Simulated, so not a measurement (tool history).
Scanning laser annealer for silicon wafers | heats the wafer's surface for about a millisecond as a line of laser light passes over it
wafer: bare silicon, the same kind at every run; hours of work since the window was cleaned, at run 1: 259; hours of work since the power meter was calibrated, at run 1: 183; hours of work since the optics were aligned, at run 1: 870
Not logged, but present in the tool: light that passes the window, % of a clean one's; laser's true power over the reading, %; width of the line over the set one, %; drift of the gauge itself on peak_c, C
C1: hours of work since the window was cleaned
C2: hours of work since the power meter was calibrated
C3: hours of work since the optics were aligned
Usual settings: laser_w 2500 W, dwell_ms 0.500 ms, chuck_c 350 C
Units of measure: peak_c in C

Run 1, hour 0.0: usual settings; C1 259; C2 183; C3 870. Result: peak_c 1100 C.
Run 2, hour 8.9: usual settings but dwell_ms 0.398 ms; C1 263; C2 187; C3 874. Result: peak_c 1017 C.
Run 3, hour 13.3: usual settings but dwell_ms 0.398 ms, chuck_c 377 C; C1 265; C2 189; C3 876. Result: peak_c 1046 C.
Run 4, hour 23.0: usual settings but dwell_ms 0.398 ms, chuck_c 377 C; C1 270; C2 194; C3 881. Result: peak_c 1044 C.
Run 5, hour 28.1: usual settings; C1 272; C2 196; C3 883. Result: peak_c 1100 C.
Run 6, hour 32.8: usual settings; C1 274; C2 199; C3 885. Result: peak_c 1099 C.
Run 7, hour 37.0: usual settings; C1 276; C2 201; C3 887. Result: peak_c 1099 C.
Run 8, hour 45.1: usual settings; C1 280; C2 204; C3 891. Result: peak_c 1102 C.
Run 9, hour 54.2: usual settings but dwell_ms 0.385 ms; C1 284; C2 209; C3 895. Result: peak_c 1006 C.
Run 10, hour 61.0: usual settings but laser_w 2187 W, dwell_ms 0.385 ms; C1 287; C2 212; C3 898. Result: peak_c 909 C.
Run 11, hour 65.8: usual settings but laser_w 2187 W, dwell_ms 0.385 ms, chuck_c 390 C; C1 290; C2 214; C3 901. Result: peak_c 953 C.
Run 12, hour 70.3: usual settings but laser_w 2187 W, dwell_ms 0.385 ms, chuck_c 320 C; C1 292; C2 216; C3 903. Result: peak_c 879 C.
Run 13, hour 76.7: usual settings but laser_w 2187 W, dwell_ms 0.385 ms, chuck_c 320 C; C1 295; C2 219; C3 906. Result: peak_c 879 C.
Run 14, hour 83.7: usual settings but laser_w 2187 W, dwell_ms 0.385 ms, chuck_c 320 C; C1 298; C2 222; C3 909. Result: peak_c 877 C.
Run 15, hour 91.2: usual settings but laser_w 2187 W, dwell_ms 0.385 ms, chuck_c 320 C; C1 302; C2 226; C3 913. Result: peak_c 879 C.
Run 16, hour 98.7: usual settings but laser_w 2187 W, dwell_ms 0.385 ms, chuck_c 320 C; C1 305; C2 229; C3 916. Result: peak_c 881 C.
Run 17, hour 104.2: usual settings but chuck_c 328 C; C1 308; C2 232; C3 919. Result: peak_c 1076 C.
Run 18, hour 113.8: usual settings but chuck_c 328 C; C1 312; C2 237; C3 923. Result: peak_c 1077 C.
Run 19, hour 120.7: usual settings but chuck_c 328 C; C1 315; C2 240; C3 926. Result: peak_c 1076 C.
Run 20, hour 129.7: usual settings; C1 320; C2 244; C3 931. Result: peak_c 1099 C.
Run 21, hour 134.6: usual settings but laser_w 2195 W, chuck_c 340 C; C1 322; C2 246; C3 933. Result: peak_c 983 C.
Run 22, hour 143.8: usual settings but laser_w 2350 W; C1 326; C2 251; C3 937. Result: peak_c 1042 C.
Run 23, hour 151.3: usual settings but laser_w 2349 W, dwell_ms 0.449 ms, chuck_c 387 C; C1 330; C2 254; C3 941. Result: peak_c 1043 C.
Run 24, hour 156.3: usual settings but dwell_ms 0.385 ms, chuck_c 373 C; C1 332; C2 256; C3 943. Result: peak_c 1025 C.
Run 25, hour 164.9: usual settings but laser_w 2576 W, dwell_ms 0.437 ms, chuck_c 377 C; C1 336; C2 260; C3 947. Result: peak_c 1099 C.
Run 26, hour 169.7: usual settings but laser_w 2576 W, dwell_ms 0.367 ms, chuck_c 330 C; C1 338; C2 263; C3 949. Result: peak_c 987 C.
Run 27, hour 174.3: usual settings but dwell_ms 0.544 ms, chuck_c 377 C; C1 341; C2 265; C3 952. Result: peak_c 1156 C.
Run 28, hour 179.5: usual settings but dwell_ms 0.535 ms, chuck_c 377 C; C1 343; C2 267; C3 954. Result: peak_c 1148 C.
Run 29, hour 186.9: usual settings but dwell_ms 0.535 ms, chuck_c 377 C; C1 346; C2 271; C3 958. Result: peak_c 1152 C.
Run 30, hour 193.0: usual settings but laser_w 2692 W, dwell_ms 0.481 ms, chuck_c 336 C; C1 349; C2 274; C3 960. Result: peak_c 1136 C.
Run 31, hour 201.2: usual settings but laser_w 2307 W, dwell_ms 0.527 ms, chuck_c 368 C; C1 353; C2 278; C3 964. Result: peak_c 1065 C.
Run 32, hour 208.1: usual settings but laser_w 2159 W, dwell_ms 0.451 ms, chuck_c 334 C; C1 356; C2 281; C3 967. Result: peak_c 931 C.
Run 33, hour 213.9: usual settings but laser_w 2159 W, dwell_ms 0.451 ms, chuck_c 334 C; C1 359; C2 283; C3 970. Result: peak_c 931 C.
Run 34, hour 221.1: usual settings but laser_w 2332 W, dwell_ms 0.544 ms, chuck_c 376 C; C1 362; C2 287; C3 974. Result: peak_c 1091 C.
Run 35, hour 226.4: usual settings but laser_w 2543 W, dwell_ms 0.422 ms, chuck_c 375 C; C1 365; C2 289; C3 976. Result: peak_c 1075 C.
Run 36, hour 231.5: usual settings but laser_w 2718 W, dwell_ms 0.374 ms; C1 367; C2 292; C3 978. Result: peak_c 1060 C.
Run 37, hour 239.5: usual settings but laser_w 2718 W, dwell_ms 0.374 ms; C1 371; C2 295; C3 982. Result: peak_c 1059 C.
Run 38, hour 244.4: usual settings but laser_w 2151 W, dwell_ms 0.403 ms, chuck_c 377 C; C1 373; C2 298; C3 984. Result: peak_c 935 C.
Run 39, hour 251.9: usual settings but chuck_c 365 C; C1 377; C2 301; C3 988. Result: peak_c 1111 C.
Run 40, hour 261.7: usual settings but dwell_ms 0.509 ms, chuck_c 374 C; C1 382; C2 306; C3 993. Result: peak_c 1123 C.

5 ways to go on from here, each from the tool as it stands after run 40. What would each give?
Run A, hour 266.4: usual settings but laser_w 2628 W; C1 384; C2 308; C3 995. Result: peak_c ?.
Run B, hour 266.4: usual settings but laser_w 2428 W, dwell_ms 0.566 ms, chuck_c 370 C; C1 384; C2 308; C3 995. Result: peak_c ?.
Run C, hour 266.4: usual settings but laser_w 2377 W, dwell_ms 0.398 ms, chuck_c 355 C; C1 384; C2 308; C3 995. Result: peak_c ?.
Run D, hour 266.4: usual settings but laser_w 2341 W; C1 384; C2 308; C3 995. Result: peak_c ?.
Run E, hour 266.4: usual settings but laser_w 2467 W, dwell_ms 0.520 ms, chuck_c 361 C; C1 384; C2 308; C3 995. Result: peak_c ?.

run  peak_c
  A    1142
  B    1137
  C     982
  D    1040
  E    1109
Without the tool's hidden state the same runs would have given:
run  peak_c
  A    1162
  B    1157
  C     998
  D    1057
  E    1128

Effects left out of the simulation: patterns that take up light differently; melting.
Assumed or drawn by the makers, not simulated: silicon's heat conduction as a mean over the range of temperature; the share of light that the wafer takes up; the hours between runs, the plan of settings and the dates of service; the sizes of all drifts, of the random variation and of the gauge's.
